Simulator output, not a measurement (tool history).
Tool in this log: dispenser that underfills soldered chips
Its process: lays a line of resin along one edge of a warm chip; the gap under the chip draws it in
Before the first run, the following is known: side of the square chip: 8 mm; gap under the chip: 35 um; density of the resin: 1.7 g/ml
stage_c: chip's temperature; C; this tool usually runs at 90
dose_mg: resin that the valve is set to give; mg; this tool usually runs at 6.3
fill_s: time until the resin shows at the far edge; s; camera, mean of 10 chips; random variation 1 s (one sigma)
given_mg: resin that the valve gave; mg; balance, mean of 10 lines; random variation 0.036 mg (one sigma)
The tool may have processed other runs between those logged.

run	hour	stage_c	dose_mg	fill_s	given_mg
1	0	90	6.3	169.9	6.19
# hour 2.7: new syringe of resin
2	6.6	90	6.3	120.4	6.12
3	14.2	90	6.3	166.1	6.1
# hour 18: new syringe of resin
4	21.8	90	6.3	119	6.09
5	26.8	90	6.3	145.7	6.1
# hour 33.4: new syringe of resin
6	35.7	90	6.3	107.8	6.09
7	42.9	90	6.3	150.4	6.1
8	47.7	81	7.26	263	6.91
# hour 48.7: new syringe of resin
9	53.5	84	6.3	152.8	6.02
10	59.9	96	6.44	129.2	6.2
# hour 64.7: new syringe of resin
11	65.4	78	6.68	163.1	6.4
12	71.5	78	6.68	214.9	6.31
13	79.6	85	6.12	234.1	5.87

Branching from run 13: 4 alternative next runs. What would each branch give?
# hour 80.3: new syringe of resin
A	89	87	6.72	?	?
# hour 80.3: new syringe of resin
B	89	103	7.82	?	?
# hour 80.3: new syringe of resin
C	89	85	6.42	?	?
# hour 80.3: new syringe of resin
D	89	80	5.46	?	?

run	fill_s	given_mg
A	161.4	6.39
B	86.1	7.44
C	178.6	6.07
D	223.3	5.16
With no hidden state in the tool, these same runs would have given:
run	fill_s	given_mg
A	107.2	6.76
B	57.5	7.87
C	118.5	6.43
D	146.8	5.46

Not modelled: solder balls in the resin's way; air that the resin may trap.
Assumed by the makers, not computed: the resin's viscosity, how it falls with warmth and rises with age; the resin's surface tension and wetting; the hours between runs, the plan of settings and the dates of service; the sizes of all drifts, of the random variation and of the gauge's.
